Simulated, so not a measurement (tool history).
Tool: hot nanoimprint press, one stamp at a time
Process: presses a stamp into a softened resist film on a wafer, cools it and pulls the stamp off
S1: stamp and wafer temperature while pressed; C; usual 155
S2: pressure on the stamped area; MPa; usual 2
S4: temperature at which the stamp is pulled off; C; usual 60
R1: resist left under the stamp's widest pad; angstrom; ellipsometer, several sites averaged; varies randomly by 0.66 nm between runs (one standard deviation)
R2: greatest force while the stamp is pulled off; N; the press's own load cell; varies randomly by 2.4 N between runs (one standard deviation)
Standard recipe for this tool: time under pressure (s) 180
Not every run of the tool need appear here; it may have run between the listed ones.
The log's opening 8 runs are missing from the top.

Run 9, hour 76: usual settings. Result: R1 752 angstrom, R2 131 N.
Run 10, hour 86.8: usual settings. Result: R1 744 angstrom, R2 133 N.
Run 11, hour 95.7: usual settings but S2 2.61 MPa. Result: R1 666 angstrom, R2 136 N.
Run 12, hour 111.3: usual settings but S2 2.61 MPa. Result: R1 655 angstrom, R2 141 N.
Run 13, hour 125.6: usual settings. Result: R1 752 angstrom, R2 138 N.
Run 14, hour 133.3: usual settings. Result: R1 751 angstrom, R2 136 N.
Run 15, hour 145.9: usual settings. Result: R1 746 angstrom, R2 137 N.
Run 16, hour 157.4: usual settings but S1 158 C, S2 2.77 MPa, time under pressure (s) 295, S4 50 C. Result: R1 445 angstrom, R2 155 N.
Run 17, hour 168.6: usual settings but S1 146 C, S2 2.01 MPa, time under pressure (s) 295, S4 50 C. Result: R1 962 angstrom, R2 159 N.

What will run 18 give?
Run 18, hour 184.2: usual settings but S1 147 C, S2 2.25 MPa, time under pressure (s) 106, S4 49 C. Result: R1 ?, R2 ?.

{"run 18": {"R1": 1270, "R2": 156}}
On a tool with no hidden condition, and with the same random variation, this run would have come out at R1 1211 angstrom, R2 141 N.

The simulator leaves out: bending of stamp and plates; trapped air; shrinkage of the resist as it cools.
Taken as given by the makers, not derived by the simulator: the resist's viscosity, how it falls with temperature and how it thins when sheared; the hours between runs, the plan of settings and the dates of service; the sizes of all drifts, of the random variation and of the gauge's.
